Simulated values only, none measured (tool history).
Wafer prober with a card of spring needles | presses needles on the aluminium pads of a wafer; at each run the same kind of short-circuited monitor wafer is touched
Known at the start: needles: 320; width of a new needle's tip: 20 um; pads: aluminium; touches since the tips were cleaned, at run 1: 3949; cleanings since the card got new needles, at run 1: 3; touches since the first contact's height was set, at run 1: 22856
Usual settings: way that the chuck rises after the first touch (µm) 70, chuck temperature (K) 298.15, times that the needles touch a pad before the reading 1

| run | day | way that the chuck rises after the first touch (µm) | chuck temperature (K) | times that the needles touch a pad before the reading | touches since the tips were cleaned | cleanings since the card got new needles | touches since the first contact's height was set | resistance of one needle with its contact and lead (mohm) | way that a needle slides on the pad (µm) |
|---|---|---|---|---|---|---|---|---|---|
| 1 | 0 | 70 | 298.15 | 1 | 3949 | 3 | 22856 | 230 | 11.04 |
|  | 0.171 | tips cleaned on abrasive film |
| 2 | 0.312 | 70 | 298.15 | 2 | 1701 | 4 | 26570 | 232 | 11.06 |
|  | 0.692 | tips cleaned on abrasive film |
| 3 | 0.7 | 70 | 298.15 | 2 | 111 | 5 | 31157 | 232 | 11.07 |
|  | 1.196 | tips cleaned on abrasive film |
| 4 | 1.258 | 80 | 298.15 | 1 | 711 | 6 | 37787 | 225 | 12.67 |
| 5 | 1.55 | 70 | 298.15 | 1 | 4213 | 6 | 41289 | 231 | 11.09 |
|  | 1.721 | tips cleaned on abrasive film |
| 6 | 1.9 | 70 | 298.15 | 1 | 2164 | 7 | 45468 | 229 | 11.08 |
|  | 2.246 | tips cleaned on abrasive film |
| 7 | 2.462 | 70 | 298.15 | 1 | 2617 | 8 | 52175 | 234 | 11.12 |
|  | 2.758 | tips cleaned on abrasive film |
| 8 | 3.062 | 55 | 344.15 | 3 | 3666 | 9 | 59309 | 252 | 8.73 |
|  | 3.267 | tips cleaned on abrasive film |
| 9 | 3.692 | 76 | 318.15 | 1 | 5074 | 10 | 66796 | 232 | 12.07 |
|  | 3.788 | tips cleaned on abrasive film |
| 10 | 4.029 | 58 | 311.15 | 2 | 2941 | 11 | 70821 | 242 | 9.24 |
|  | 4.275 | tips cleaned on abrasive film |
| 11 | 4.562 | 58 | 311.15 | 2 | 3421 | 12 | 77148 | 238 | 9.22 |
|  | 4.817 | tips cleaned on abrasive film |
| 12 | 5.117 | 58 | 311.15 | 2 | 3591 | 13 | 83760 | 236 | 9.24 |

How the hidden state differs across the entries between the runs, from the last listed run before each to the first after it:
Between runs 1 and 2: tips cleaned on abrasive film (day 0.171)
  debris on the tips, nm: 1.1 -> 0.8; drift of the gauge itself on scrub_um, %: 0 -> 0.06
  measured less the result without the state, way that a needle slides on the pad (µm): +0 -> +0.01
Between runs 2 and 3: tips cleaned on abrasive film (day 0.692)
  debris on the tips, nm: 0.8 -> 0.1; drift of the gauge itself on scrub_um, %: 0.06 -> 0.12
  measured less the result without the state, way that a needle slides on the pad (µm): +0.01 -> +0.02
Between runs 3 and 4: tips cleaned on abrasive film (day 1.196)
  debris on the tips, nm: 0.1 -> 0.4; drift of the gauge itself on scrub_um, %: 0.12 -> 0.22
  measured less the result without the state, way that a needle slides on the pad (µm): +0.02 -> +0.02
Between runs 5 and 6: tips cleaned on abrasive film (day 1.721)
  debris on the tips, nm: 1.2 -> 0.8; drift of the gauge itself on scrub_um, %: 0.28 -> 0.34
  measured less the result without the state, way that a needle slides on the pad (µm): +0.03 -> +0.03
Between runs 6 and 7: tips cleaned on abrasive film (day 2.246)
  debris on the tips, nm: 0.8 -> 0.9; drift of the gauge itself on scrub_um, %: 0.34 -> 0.44
  measured less the result without the state, way that a needle slides on the pad (µm): +0.03 -> +0.05
Between runs 7 and 8: tips cleaned on abrasive film (day 2.758)
  debris on the tips, nm: 0.9 -> 1.1; drift of the gauge itself on scrub_um, %: 0.44 -> 0.54
  measured less the result without the state, way that a needle slides on the pad (µm): +0.05 -> +0.05
Between runs 8 and 9: tips cleaned on abrasive film (day 3.267)
  debris on the tips, nm: 1.1 -> 1.3; drift of the gauge itself on scrub_um, %: 0.54 -> 0.66
  measured less the result without the state, way that a needle slides on the pad (µm): +0.05 -> +0.08
Between runs 9 and 10: tips cleaned on abrasive film (day 3.788)
  debris on the tips, nm: 1.3 -> 1; way that the needles fall short of the set height, um: 0 -> 0.01; drift of the gauge itself on scrub_um, %: 0.66 -> 0.72
  measured less the result without the state, way that a needle slides on the pad (µm): +0.08 -> +0.07
Between runs 10 and 11: tips cleaned on abrasive film (day 4.275)
  debris on the tips, nm: 1 -> 1.1; drift of the gauge itself on scrub_um, %: 0.72 -> 0.81
  measured less the result without the state, way that a needle slides on the pad (µm): +0.07 -> +0.07
Between runs 11 and 12: tips cleaned on abrasive film (day 4.817)
  drift of the gauge itself on scrub_um, %: 0.81 -> 0.91
  measured less the result without the state, way that a needle slides on the pad (µm): +0.07 -> +0.08
